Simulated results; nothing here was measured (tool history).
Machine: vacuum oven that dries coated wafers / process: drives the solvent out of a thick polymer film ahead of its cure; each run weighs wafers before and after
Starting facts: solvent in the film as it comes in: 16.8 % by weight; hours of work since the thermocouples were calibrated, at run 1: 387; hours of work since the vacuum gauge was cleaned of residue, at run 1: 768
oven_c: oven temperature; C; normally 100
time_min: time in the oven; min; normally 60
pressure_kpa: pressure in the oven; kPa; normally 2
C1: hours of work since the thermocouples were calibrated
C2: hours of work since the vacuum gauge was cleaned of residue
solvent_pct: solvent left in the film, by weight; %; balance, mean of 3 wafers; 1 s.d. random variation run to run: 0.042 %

{"run": 1, "day": 0.0, "oven_c": 100, "time_min": 60, "pressure_kpa": 2, "C1": 387, "C2": 768, "solvent_pct": 2.68}
{"run": 2, "day": 1.658, "oven_c": 100, "time_min": 60, "pressure_kpa": 1.16, "C1": 405, "C2": 786, "solvent_pct": 2.3}
{"run": 3, "day": 2.871, "oven_c": 100, "time_min": 60, "pressure_kpa": 1.16, "C1": 418, "C2": 800, "solvent_pct": 2.34}
{"run": 4, "day": 4.254, "oven_c": 89, "time_min": 60, "pressure_kpa": 1.16, "C1": 434, "C2": 815, "solvent_pct": 5.8}
{"run": 5, "day": 5.442, "oven_c": 89, "time_min": 60, "pressure_kpa": 1.16, "C1": 447, "C2": 828, "solvent_pct": 5.89}
{"run": 6, "day": 6.412, "oven_c": 100, "time_min": 60, "pressure_kpa": 2, "C1": 458, "C2": 839, "solvent_pct": 2.73}
{"run": 7, "day": 7.65, "oven_c": 100, "time_min": 60, "pressure_kpa": 2, "C1": 471, "C2": 853, "solvent_pct": 2.75}
{"run": 8, "day": 8.912, "oven_c": 100, "time_min": 60, "pressure_kpa": 2, "C1": 485, "C2": 867, "solvent_pct": 2.77}
{"run": 9, "day": 10.704, "oven_c": 100, "time_min": 60, "pressure_kpa": 2, "C1": 505, "C2": 886, "solvent_pct": 2.76}
{"run": 10, "day": 11.842, "oven_c": 100, "time_min": 60, "pressure_kpa": 2, "C1": 518, "C2": 899, "solvent_pct": 2.73}
{"run": 11, "day": 13.688, "oven_c": 100, "time_min": 60, "pressure_kpa": 2, "C1": 538, "C2": 919, "solvent_pct": 2.67}
{"run": 12, "day": 14.525, "oven_c": 100, "time_min": 60, "pressure_kpa": 2, "C1": 547, "C2": 929, "solvent_pct": 2.72}
{"run": 13, "day": 15.704, "oven_c": 100, "time_min": 60, "pressure_kpa": 2, "C1": 560, "C2": 942, "solvent_pct": 2.81}
{"run": 14, "day": 17.433, "oven_c": 100, "time_min": 60, "pressure_kpa": 2, "C1": 579, "C2": 961, "solvent_pct": 2.77}
{"run": 15, "day": 18.671, "oven_c": 100, "time_min": 60, "pressure_kpa": 2, "C1": 593, "C2": 974, "solvent_pct": 2.83}
{"run": 16, "day": 19.729, "oven_c": 97, "time_min": 60, "pressure_kpa": 2, "C1": 605, "C2": 986, "solvent_pct": 3.65}
{"run": 17, "day": 20.867, "oven_c": 97, "time_min": 60, "pressure_kpa": 2, "C1": 617, "C2": 999, "solvent_pct": 3.59}
{"run": 18, "day": 22.675, "oven_c": 97, "time_min": 60, "pressure_kpa": 2, "C1": 637, "C2": 1019, "solvent_pct": 3.71}
{"run": 19, "day": 23.679, "oven_c": 97, "time_min": 60, "pressure_kpa": 2, "C1": 649, "C2": 1030, "solvent_pct": 3.62}
{"run": 20, "day": 25.529, "oven_c": 100, "time_min": 47, "pressure_kpa": 2, "C1": 669, "C2": 1050, "solvent_pct": 3.83}
{"run": 21, "day": 26.404, "oven_c": 100, "time_min": 60, "pressure_kpa": 6.91, "C1": 679, "C2": 1060, "solvent_pct": 4.93}
{"run": 22, "day": 27.988, "oven_c": 100, "time_min": 60, "pressure_kpa": 2, "C1": 696, "C2": 1077, "solvent_pct": 2.87}
{"run": 23, "day": 29.017, "oven_c": 100, "time_min": 60, "pressure_kpa": 2, "C1": 708, "C2": 1089, "solvent_pct": 2.88}
{"run": 24, "day": 30.779, "oven_c": 112, "time_min": 60, "pressure_kpa": 2, "C1": 727, "C2": 1108, "solvent_pct": 1}
{"run": 25, "day": 31.933, "oven_c": 110, "time_min": 41, "pressure_kpa": 2, "C1": 740, "C2": 1121, "solvent_pct": 1.76}
{"run": 26, "day": 32.758, "oven_c": 107, "time_min": 60, "pressure_kpa": 2.48, "C1": 749, "C2": 1130, "solvent_pct": 1.57}
{"run": 27, "day": 34.542, "oven_c": 101, "time_min": 60, "pressure_kpa": 2, "C1": 769, "C2": 1150, "solvent_pct": 2.68}
{"run": 28, "day": 35.383, "oven_c": 101, "time_min": 60, "pressure_kpa": 2, "C1": 778, "C2": 1159, "solvent_pct": 2.61}
{"run": 29, "day": 36.162, "oven_c": 101, "time_min": 50, "pressure_kpa": 2, "C1": 787, "C2": 1168, "solvent_pct": 3.2}
{"run": 30, "day": 38.046, "oven_c": 101, "time_min": 50, "pressure_kpa": 2.53, "C1": 807, "C2": 1189, "solvent_pct": 3.49}
{"run": 31, "day": 39.554, "oven_c": 92, "time_min": 97, "pressure_kpa": 1.37, "C1": 824, "C2": 1205, "solvent_pct": 3.1}
{"run": 32, "day": 40.871, "oven_c": 92, "time_min": 97, "pressure_kpa": 1.37, "C1": 839, "C2": 1220, "solvent_pct": 3.12}
{"run": 33, "day": 42.396, "oven_c": 100, "time_min": 107, "pressure_kpa": 2, "C1": 855, "C2": 1237, "solvent_pct": 1.56}
{"run": 34, "day": 43.179, "oven_c": 100, "time_min": 89, "pressure_kpa": 2.58, "C1": 864, "C2": 1245, "solvent_pct": 2.11}
{"run": 35, "day": 44.067, "oven_c": 101, "time_min": 33, "pressure_kpa": 6.42, "C1": 874, "C2": 1255, "solvent_pct": 6.69}
{"run": 36, "day": 45.462, "oven_c": 100, "time_min": 53, "pressure_kpa": 2, "C1": 889, "C2": 1271, "solvent_pct": 3.3}
{"run": 37, "day": 46.462, "oven_c": 100, "time_min": 53, "pressure_kpa": 2, "C1": 900, "C2": 1282, "solvent_pct": 3.41}
{"run": 38, "day": 47.896, "oven_c": 100, "time_min": 53, "pressure_kpa": 2, "C1": 916, "C2": 1298, "solvent_pct": 3.45}
{"run": 39, "day": 49.758, "oven_c": 90, "time_min": 60, "pressure_kpa": 7.06, "C1": 937, "C2": 1318, "solvent_pct": 9}
{"run": 40, "day": 50.925, "oven_c": 114, "time_min": 60, "pressure_kpa": 2, "C1": 950, "C2": 1331, "solvent_pct": 0.89}
{"run": 41, "day": 51.983, "oven_c": 114, "time_min": 61, "pressure_kpa": 2, "C1": 961, "C2": 1343, "solvent_pct": 0.88}
{"run": 42, "day": 53.696, "oven_c": 91, "time_min": 35, "pressure_kpa": 3.3, "C1": 980, "C2": 1362, "solvent_pct": 9}
{"run": 43, "day": 55.15, "oven_c": 110, "time_min": 105, "pressure_kpa": 2, "C1": 996, "C2": 1378, "solvent_pct": 0.91}
{"run": 44, "day": 56.554, "oven_c": 109, "time_min": 33, "pressure_kpa": 2.89, "C1": 1012, "C2": 1393, "solvent_pct": 3}
{"run": 45, "day": 57.812, "oven_c": 97, "time_min": 84, "pressure_kpa": 7.69, "C1": 1026, "C2": 1407, "solvent_pct": 5.67}
{"run": 46, "day": 59.279, "oven_c": 94, "time_min": 60, "pressure_kpa": 5.42, "C1": 1042, "C2": 1423, "solvent_pct": 6.62}
{"run": 47, "day": 60.079, "oven_c": 106, "time_min": 43, "pressure_kpa": 3.75, "C1": 1051, "C2": 1432, "solvent_pct": 3.3}
{"run": 48, "day": 61.679, "oven_c": 99, "time_min": 66, "pressure_kpa": 2, "C1": 1069, "C2": 1450, "solvent_pct": 3.11}

Here are 3 independent what-if runs from the current tool condition. What would each one return?
{"run": "A", "day": 63.046, "oven_c": 99, "time_min": 66, "pressure_kpa": 3.96, "C1": 1084, "C2": 1465, "solvent_pct": "?"}
{"run": "B", "day": 63.046, "oven_c": 99, "time_min": 41, "pressure_kpa": 4.21, "C1": 1084, "C2": 1465, "solvent_pct": "?"}
{"run": "C", "day": 63.046, "oven_c": 107, "time_min": 60, "pressure_kpa": 2, "C1": 1084, "C2": 1465, "solvent_pct": "?"}

run=A solvent_pct=3.86
run=B solvent_pct=5.89
run=C solvent_pct=1.53
Had the tool no hidden state, the same runs would have come out as:
run=A solvent_pct=3.15
run=B solvent_pct=5.09
run=C solvent_pct=1.11
